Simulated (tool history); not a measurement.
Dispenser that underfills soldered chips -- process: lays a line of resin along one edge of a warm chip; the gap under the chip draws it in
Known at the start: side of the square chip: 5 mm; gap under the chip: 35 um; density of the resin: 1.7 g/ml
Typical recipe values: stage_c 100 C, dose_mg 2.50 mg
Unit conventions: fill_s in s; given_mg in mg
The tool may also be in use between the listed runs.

{"run": 1, "hour": 0.0, "stage_c": 100, "dose_mg": 2.5, "fill_s": 28.9, "given_mg": 2.42}
{"run": 2, "hour": 3.2, "stage_c": 100, "dose_mg": 2.5, "fill_s": 32.7, "given_mg": 2.38}
{"hour": 4.6, "done": "new syringe of resin"}
{"run": 3, "hour": 7.4, "stage_c": 100, "dose_mg": 2.5, "fill_s": 30.0, "given_mg": 2.41}
{"hour": 11.8, "done": "new syringe of resin"}
{"run": 4, "hour": 12.0, "stage_c": 100, "dose_mg": 2.5, "fill_s": 28.1, "given_mg": 2.39}
{"run": 5, "hour": 16.9, "stage_c": 100, "dose_mg": 2.5, "fill_s": 33.0, "given_mg": 2.39}
{"hour": 18.6, "done": "new syringe of resin"}
{"run": 6, "hour": 19.9, "stage_c": 99, "dose_mg": 2.5, "fill_s": 29.8, "given_mg": 2.41}
{"run": 7, "hour": 23.2, "stage_c": 99, "dose_mg": 2.5, "fill_s": 33.5, "given_mg": 2.4}
{"hour": 25.8, "done": "new syringe of resin"}
{"run": 8, "hour": 26.7, "stage_c": 113, "dose_mg": 2.5, "fill_s": 17.1, "given_mg": 2.37}
{"run": 9, "hour": 30.8, "stage_c": 100, "dose_mg": 2.52, "fill_s": 32.3, "given_mg": 2.44}
{"hour": 32.8, "done": "new syringe of resin"}
{"run": 10, "hour": 34.8, "stage_c": 100, "dose_mg": 2.52, "fill_s": 28.8, "given_mg": 2.4}
{"hour": 39.9, "done": "new syringe of resin"}
{"run": 11, "hour": 40.3, "stage_c": 100, "dose_mg": 2.52, "fill_s": 27.7, "given_mg": 2.39}
{"run": 12, "hour": 42.8, "stage_c": 100, "dose_mg": 2.36, "fill_s": 31.8, "given_mg": 2.25}
{"hour": 46.9, "done": "new syringe of resin"}
{"run": 13, "hour": 47.4, "stage_c": 100, "dose_mg": 2.36, "fill_s": 29.4, "given_mg": 2.27}
{"run": 14, "hour": 49.9, "stage_c": 100, "dose_mg": 2.36, "fill_s": 30.7, "given_mg": 2.27}
{"hour": 53.7, "done": "new syringe of resin"}
{"run": 15, "hour": 53.7, "stage_c": 100, "dose_mg": 2.36, "fill_s": 27.6, "given_mg": 2.24}
{"run": 16, "hour": 56.2, "stage_c": 108, "dose_mg": 2.5, "fill_s": 22.0, "given_mg": 2.39}
{"hour": 60.7, "done": "new syringe of resin"}
{"run": 17, "hour": 60.9, "stage_c": 92, "dose_mg": 2.55, "fill_s": 38.6, "given_mg": 2.43}
{"run": 18, "hour": 63.9, "stage_c": 92, "dose_mg": 2.55, "fill_s": 41.8, "given_mg": 2.42}
{"hour": 67.7, "done": "new syringe of resin"}
{"run": 19, "hour": 67.8, "stage_c": 113, "dose_mg": 2.14, "fill_s": 17.8, "given_mg": 2.0}
{"run": 20, "hour": 72.4, "stage_c": 85, "dose_mg": 2.25, "fill_s": 61.3, "given_mg": 2.12}
{"hour": 74.7, "done": "new syringe of resin"}
{"run": 21, "hour": 77.1, "stage_c": 92, "dose_mg": 2.34, "fill_s": 41.8, "given_mg": 2.2}
{"hour": 81.5, "done": "dispensing valve cleaned and set on the balance"}
{"hour": 82.6, "done": "new syringe of resin"}
{"run": 22, "hour": 83.4, "stage_c": 95, "dose_mg": 2.29, "fill_s": 33.8, "given_mg": 2.29}
{"run": 23, "hour": 86.5, "stage_c": 95, "dose_mg": 2.29, "fill_s": 37.8, "given_mg": 2.28}
{"hour": 89.7, "done": "new syringe of resin"}
{"run": 24, "hour": 90.0, "stage_c": 105, "dose_mg": 3.07, "fill_s": 21.7, "given_mg": 3.02}
{"run": 25, "hour": 94.1, "stage_c": 114, "dose_mg": 2.5, "fill_s": 18.6, "given_mg": 2.45}
{"hour": 97.0, "done": "new syringe of resin"}
{"run": 26, "hour": 97.8, "stage_c": 114, "dose_mg": 2.5, "fill_s": 16.1, "given_mg": 2.5}
{"run": 27, "hour": 102.4, "stage_c": 99, "dose_mg": 2.33, "fill_s": 33.7, "given_mg": 2.31}

For some of the steps in fill_s from one run to the next: how much would appear even if the tool had no hidden state, given the settings, what came in and random variation, and how much remains for the hidden state plus any gauge scatter that the measured result and the result without hidden state don't share?
The hidden state here: resin's viscosity, % of fresh resin's; dose that the valve gives, % of what is set; true chip temperature over the reading, C; drift of the gauge itself on fill_s, %; drift of the gauge itself on given_mg, %.
Run 18 -> 19: stage_c 92 -> 113, dose_mg 2.55 -> 2.14, new syringe of resin. fill_s -24.0 s: hidden state -2.7, all else -21.3.
Run 19 -> 20: stage_c 113 -> 85, dose_mg 2.14 -> 2.25. fill_s +43.5 s: hidden state +6.7, all else +36.8.
Run 20 -> 21: stage_c 85 -> 92, dose_mg 2.25 -> 2.34, new syringe of resin. fill_s -19.5 s: hidden state -5.1, all else -14.4.
